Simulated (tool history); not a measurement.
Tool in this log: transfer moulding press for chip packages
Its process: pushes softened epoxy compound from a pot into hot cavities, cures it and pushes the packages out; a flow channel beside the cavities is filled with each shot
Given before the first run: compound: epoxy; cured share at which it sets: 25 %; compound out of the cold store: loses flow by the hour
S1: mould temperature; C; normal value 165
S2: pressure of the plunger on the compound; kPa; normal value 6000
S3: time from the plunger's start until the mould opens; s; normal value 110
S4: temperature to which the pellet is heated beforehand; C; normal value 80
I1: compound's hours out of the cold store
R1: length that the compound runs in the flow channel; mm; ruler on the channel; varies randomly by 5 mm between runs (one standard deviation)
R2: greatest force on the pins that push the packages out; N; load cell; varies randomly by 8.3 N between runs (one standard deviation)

Run 1, day 0: usual settings; I1 44.4. Result: R1 456 mm, R2 363 N.
Run 2, day 1.438: usual settings; I1 35.6. Result: R1 486 mm, R2 430 N.
At day 1.671: plunger's sealing rings changed.
At day 2.35: cavities cleaned with cleaning compound and waxed.
Run 3, day 2.567: usual settings but S3 104 s; I1 15.6. Result: R1 595 mm, R2 441 N.
Run 4, day 3.483: usual settings; I1 9.1. Result: R1 632 mm, R2 438 N.
At day 4.883: cavities cleaned with cleaning compound and waxed.
Run 5, day 4.929: usual settings; I1 36. Result: R1 512 mm, R2 355 N.
Run 6, day 6.429: usual settings but S1 158 C; I1 33.5. Result: R1 529 mm, R2 699 N.
At day 7.417: cavities cleaned with cleaning compound and waxed.
Run 7, day 7.521: usual settings but S1 158 C; I1 30.4. Result: R1 547 mm, R2 586 N.
Run 8, day 8.838: usual settings but S1 158 C; I1 13.9. Result: R1 610 mm, R2 747 N.
At day 10: cavities cleaned with cleaning compound and waxed.
Run 9, day 10: usual settings but S1 158 C; I1 23.4. Result: R1 565 mm, R2 593 N.
Run 10, day 11.567: usual settings but S1 158 C, S2 7250 kPa; I1 44.5. Result: R1 529 mm, R2 651 N.
Run 11, day 12.342: usual settings but S1 158 C, S2 7250 kPa; I1 11.1. Result: R1 681 mm, R2 830 N.
At day 12.517: cavities cleaned with cleaning compound and waxed.
Run 12, day 13.604: usual settings but S1 158 C, S2 7250 kPa; I1 37. Result: R1 553 mm, R2 618 N.
At day 13.812: mould's thermocouples calibrated.
Run 13, day 14.612: usual settings; I1 41.2. Result: R1 468 mm, R2 428 N.
At day 15.125: cavities cleaned with cleaning compound and waxed.
Run 14, day 15.525: usual settings; I1 21. Result: R1 546 mm, R2 375 N.
Run 15, day 16.917: usual settings but S1 169 C, S2 5000 kPa, S3 109 s, S4 89 C; I1 14.7. Result: R1 514 mm, R2 380 N.
At day 17.608: cavities cleaned with cleaning compound and waxed.
Run 16, day 18.075: usual settings but S2 6340 kPa; I1 35.9. Result: R1 504 mm, R2 369 N.
Run 17, day 18.967: usual settings but S2 6340 kPa; I1 40.3. Result: R1 480 mm, R2 396 N.
At day 20.092: cavities cleaned with cleaning compound and waxed.
Run 18, day 20.217: usual settings but S1 159 C, S4 75 C; I1 42.8. Result: R1 473 mm, R2 505 N.
Run 19, day 21.042: usual settings but S1 159 C, S4 75 C; I1 16.6. Result: R1 569 mm, R2 639 N.
At day 21.712: mould's thermocouples calibrated, once more.
Run 20, day 21.925: usual settings but S1 159 C, S4 75 C; I1 47.8. Result: R1 450 mm, R2 663 N.
At day 22.658: cavities cleaned with cleaning compound and waxed.
At day 23.146: plunger's sealing rings changed.
Run 21, day 23.146: usual settings but S2 5240 kPa, S4 86 C; I1 42.4. Result: R1 461 mm, R2 405 N.
Run 22, day 24.617: usual settings but S2 5240 kPa, S3 125 s, S4 88 C; I1 45.8. Result: R1 445 mm, R2 403 N.
At day 25.379: cavities cleaned with cleaning compound and waxed.
Run 23, day 25.746: usual settings but S2 5240 kPa, S3 125 s, S4 88 C; I1 22.9. Result: R1 521 mm, R2 348 N.
Run 24, day 26.446: usual settings but S3 98 s; I1 20.9. Result: R1 572 mm, R2 563 N.
Run 25, day 27.708: usual settings but S3 98 s; I1 16.4. Result: R1 600 mm, R2 621 N.
At day 27.892: cavities cleaned with cleaning compound and waxed.
Run 26, day 28.454: usual settings but S2 4830 kPa, S3 100 s, S4 87 C; I1 43.5. Result: R1 427 mm, R2 472 N.
Run 27, day 29.379: usual settings but S2 4830 kPa, S3 100 s, S4 87 C; I1 19.3. Result: R1 514 mm, R2 542 N.

Forecast each of these 3 alternatives for the next run:
At day 30.396: cavities cleaned with cleaning compound and waxed.
Run A, day 30.525: usual settings but S1 169 C, S2 6250 kPa, S4 76 C; I1 41.9. Result: R1 ?, R2 ?.
At day 30.396: cavities cleaned with cleaning compound and waxed.
Run B, day 30.525: usual settings but S1 161 C, S2 4830 kPa, S3 99 s, S4 85 C; I1 11.7. Result: R1 ?, R2 ?.
At day 30.396: cavities cleaned with cleaning compound and waxed.
Run C, day 30.525: usual settings but S4 86 C; I1 28.6. Result: R1 ?, R2 ?.

run   R1   R2
  A  490  317
  B  556  696
  C  533  388
Stripped of hidden state, with their random variation kept, the same runs would have yielded:
run   R1   R2
  A  502  306
  B  570  671
  C  546  375
